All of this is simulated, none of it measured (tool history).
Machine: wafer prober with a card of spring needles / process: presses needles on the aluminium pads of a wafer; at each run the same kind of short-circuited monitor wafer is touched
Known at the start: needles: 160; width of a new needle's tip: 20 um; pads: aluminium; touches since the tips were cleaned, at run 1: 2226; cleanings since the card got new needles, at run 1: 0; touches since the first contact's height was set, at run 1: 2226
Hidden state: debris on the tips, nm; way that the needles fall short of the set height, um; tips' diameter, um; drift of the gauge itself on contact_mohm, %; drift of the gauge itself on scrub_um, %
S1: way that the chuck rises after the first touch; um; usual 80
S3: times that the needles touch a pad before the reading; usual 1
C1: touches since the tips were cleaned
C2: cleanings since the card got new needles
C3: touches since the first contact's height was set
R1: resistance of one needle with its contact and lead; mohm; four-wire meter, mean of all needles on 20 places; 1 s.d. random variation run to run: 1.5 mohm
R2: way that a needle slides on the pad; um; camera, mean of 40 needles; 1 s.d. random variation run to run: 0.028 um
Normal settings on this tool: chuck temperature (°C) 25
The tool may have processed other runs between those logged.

{"run": 1, "hour": 0.0, "S1": 80, "chuck temperature (°C)": 25, "S3": 1, "C1": 2226, "C2": 0, "C3": 2226, "R1": 143, "R2": 21.53}
{"hour": 11.2, "done": "tips cleaned on abrasive film"}
{"run": 2, "hour": 11.8, "S1": 98, "chuck temperature (°C)": 25, "S3": 1, "C1": 213, "C2": 1, "C3": 6416, "R1": 140, "R2": 26.37}
{"run": 3, "hour": 20.5, "S1": 80, "chuck temperature (°C)": 52, "S3": 1, "C1": 3295, "C2": 1, "C3": 9498, "R1": 149, "R2": 21.49}
{"hour": 28.7, "done": "tips cleaned on abrasive film"}
{"run": 4, "hour": 34.1, "S1": 80, "chuck temperature (°C)": 52, "S3": 1, "C1": 1902, "C2": 2, "C3": 14314, "R1": 145, "R2": 21.51}
{"run": 5, "hour": 43.9, "S1": 82, "chuck temperature (°C)": 25, "S3": 1, "C1": 5416, "C2": 2, "C3": 17828, "R1": 142, "R2": 22.09}
{"hour": 45.9, "done": "tips cleaned on abrasive film"}
{"run": 6, "hour": 58.1, "S1": 82, "chuck temperature (°C)": 25, "S3": 1, "C1": 4352, "C2": 3, "C3": 22858, "R1": 144, "R2": 22.02}
{"hour": 63.3, "done": "tips cleaned on abrasive film"}
{"run": 7, "hour": 65.5, "S1": 82, "chuck temperature (°C)": 25, "S3": 1, "C1": 786, "C2": 4, "C3": 25463, "R1": 145, "R2": 22.07}
{"run": 8, "hour": 73.5, "S1": 82, "chuck temperature (°C)": 25, "S3": 1, "C1": 3644, "C2": 4, "C3": 28321, "R1": 141, "R2": 21.96}
{"hour": 81.0, "done": "tips cleaned on abrasive film"}
{"run": 9, "hour": 85.6, "S1": 80, "chuck temperature (°C)": 25, "S3": 1, "C1": 1615, "C2": 5, "C3": 32577, "R1": 141, "R2": 21.45}
{"run": 10, "hour": 93.2, "S1": 80, "chuck temperature (°C)": 25, "S3": 1, "C1": 4323, "C2": 5, "C3": 35285, "R1": 145, "R2": 21.35}
{"hour": 99.5, "done": "tips cleaned on abrasive film"}
{"run": 11, "hour": 102.1, "S1": 80, "chuck temperature (°C)": 68, "S3": 1, "C1": 945, "C2": 6, "C3": 38455, "R1": 149, "R2": 21.41}
{"run": 12, "hour": 116.4, "S1": 80, "chuck temperature (°C)": 68, "S3": 1, "C1": 6023, "C2": 6, "C3": 43533, "R1": 150, "R2": 21.46}
{"hour": 117.8, "done": "tips cleaned on abrasive film"}
{"run": 13, "hour": 123.6, "S1": 80, "chuck temperature (°C)": 68, "S3": 1, "C1": 2082, "C2": 7, "C3": 46084, "R1": 147, "R2": 21.41}
{"hour": 135.2, "done": "tips cleaned on abrasive film"}
{"run": 14, "hour": 135.2, "S1": 80, "chuck temperature (°C)": 68, "S3": 1, "C1": 0, "C2": 8, "C3": 50183, "R1": 150, "R2": 21.4}
{"run": 15, "hour": 145.6, "S1": 80, "chuck temperature (°C)": 68, "S3": 1, "C1": 3722, "C2": 8, "C3": 53905, "R1": 152, "R2": 21.39}
{"hour": 153.0, "done": "tips cleaned on abrasive film"}
{"run": 16, "hour": 159.8, "S1": 80, "chuck temperature (°C)": 68, "S3": 1, "C1": 2420, "C2": 9, "C3": 58925, "R1": 152, "R2": 21.39}
{"run": 17, "hour": 166.5, "S1": 80, "chuck temperature (°C)": 55, "S3": 1, "C1": 4799, "C2": 9, "C3": 61304, "R1": 149, "R2": 21.36}
{"hour": 170.7, "done": "tips cleaned on abrasive film"}
{"run": 18, "hour": 177.5, "S1": 99, "chuck temperature (°C)": 61, "S3": 2, "C1": 2415, "C2": 10, "C3": 65194, "R1": 145, "R2": 26.39}
{"run": 19, "hour": 183.9, "S1": 99, "chuck temperature (°C)": 61, "S3": 2, "C1": 4716, "C2": 10, "C3": 67495, "R1": 148, "R2": 26.39}
{"hour": 188.4, "done": "tips cleaned on abrasive film"}
{"run": 20, "hour": 192.1, "S1": 91, "chuck temperature (°C)": 108, "S3": 1, "C1": 1336, "C2": 11, "C3": 70376, "R1": 154, "R2": 24.24}
{"run": 21, "hour": 199.8, "S1": 77, "chuck temperature (°C)": 38, "S3": 1, "C1": 4075, "C2": 11, "C3": 73115, "R1": 148, "R2": 20.51}
{"hour": 205.9, "done": "tips cleaned on abrasive film"}
{"run": 22, "hour": 209.2, "S1": 77, "chuck temperature (°C)": 38, "S3": 1, "C1": 1176, "C2": 12, "C3": 76454, "R1": 145, "R2": 20.48}
{"run": 23, "hour": 217.1, "S1": 77, "chuck temperature (°C)": 38, "S3": 1, "C1": 3977, "C2": 12, "C3": 79255, "R1": 145, "R2": 20.48}
{"hour": 223.6, "done": "tips cleaned on abrasive film"}
{"run": 24, "hour": 226.3, "S1": 77, "chuck temperature (°C)": 42, "S3": 1, "C1": 975, "C2": 13, "C3": 82520, "R1": 148, "R2": 20.48}
{"run": 25, "hour": 236.8, "S1": 77, "chuck temperature (°C)": 38, "S3": 1, "C1": 4728, "C2": 13, "C3": 86273, "R1": 149, "R2": 20.49}
{"hour": 241.1, "done": "tips cleaned on abrasive film"}
{"run": 26, "hour": 245.2, "S1": 79, "chuck temperature (°C)": 50, "S3": 1, "C1": 1440, "C2": 14, "C3": 89206, "R1": 146, "R2": 20.99}
{"hour": 258.6, "done": "tips cleaned on abrasive film"}
{"run": 27, "hour": 258.6, "S1": 80, "chuck temperature (°C)": 53, "S3": 1, "C1": 0, "C2": 15, "C3": 93979, "R1": 148, "R2": 21.29}
{"hour": 261.1, "done": "gauge calibrated"}
{"run": 28, "hour": 266.1, "S1": 80, "chuck temperature (°C)": 53, "S3": 2, "C1": 2666, "C2": 15, "C3": 96645, "R1": 149, "R2": 21.53}
{"hour": 276.6, "done": "tips cleaned on abrasive film"}
{"run": 29, "hour": 279.7, "S1": 83, "chuck temperature (°C)": 86, "S3": 2, "C1": 1119, "C2": 16, "C3": 101474, "R1": 155, "R2": 22.35}
{"run": 30, "hour": 289.9, "S1": 83, "chuck temperature (°C)": 73, "S3": 1, "C1": 4732, "C2": 16, "C3": 105087, "R1": 152, "R2": 22.34}
{"hour": 293.9, "done": "tips cleaned on abrasive film"}
{"run": 31, "hour": 304.0, "S1": 80, "chuck temperature (°C)": 50, "S3": 2, "C1": 3604, "C2": 17, "C3": 110076, "R1": 146, "R2": 21.44}
{"hour": 311.4, "done": "tips cleaned on abrasive film"}
{"run": 32, "hour": 312.9, "S1": 80, "chuck temperature (°C)": 25, "S3": 2, "C1": 535, "C2": 18, "C3": 113245, "R1": 140, "R2": 21.49}
{"run": 33, "hour": 326.0, "S1": 61, "chuck temperature (°C)": 25, "S3": 2, "C1": 5213, "C2": 18, "C3": 117923, "R1": 146, "R2": 16.35}
{"hour": 329.3, "done": "tips cleaned on abrasive film"}
{"run": 34, "hour": 336.2, "S1": 77, "chuck temperature (°C)": 75, "S3": 3, "C1": 2490, "C2": 19, "C3": 121522, "R1": 150, "R2": 20.6}

Consider 3 possible next runs. They are alternatives, not a sequence: every one starts from the tool as it was left by run 34. What does each give?
{"hour": 346.6, "done": "tips cleaned on abrasive film"}
{"run": "A", "hour": 349.2, "S1": 75, "chuck temperature (°C)": 25, "S3": 1, "C1": 946, "C2": 20, "C3": 126129, "R1": "?", "R2": "?"}
{"hour": 346.6, "done": "tips cleaned on abrasive film"}
{"run": "B", "hour": 349.2, "S1": 83, "chuck temperature (°C)": 43, "S3": 2, "C1": 946, "C2": 20, "C3": 126129, "R1": "?", "R2": "?"}
{"hour": 346.6, "done": "tips cleaned on abrasive film"}
{"run": "C", "hour": 349.2, "S1": 96, "chuck temperature (°C)": 51, "S3": 3, "C1": 946, "C2": 20, "C3": 126129, "R1": "?", "R2": "?"}

run=A R1=145 R2=20.14
run=B R1=145 R2=22.26
run=C R1=144 R2=25.72
Without the tool's unlogged condition, the same runs would have read:
run=A R1=144 R2=20.24
run=B R1=145 R2=22.37
run=C R1=144 R2=25.84
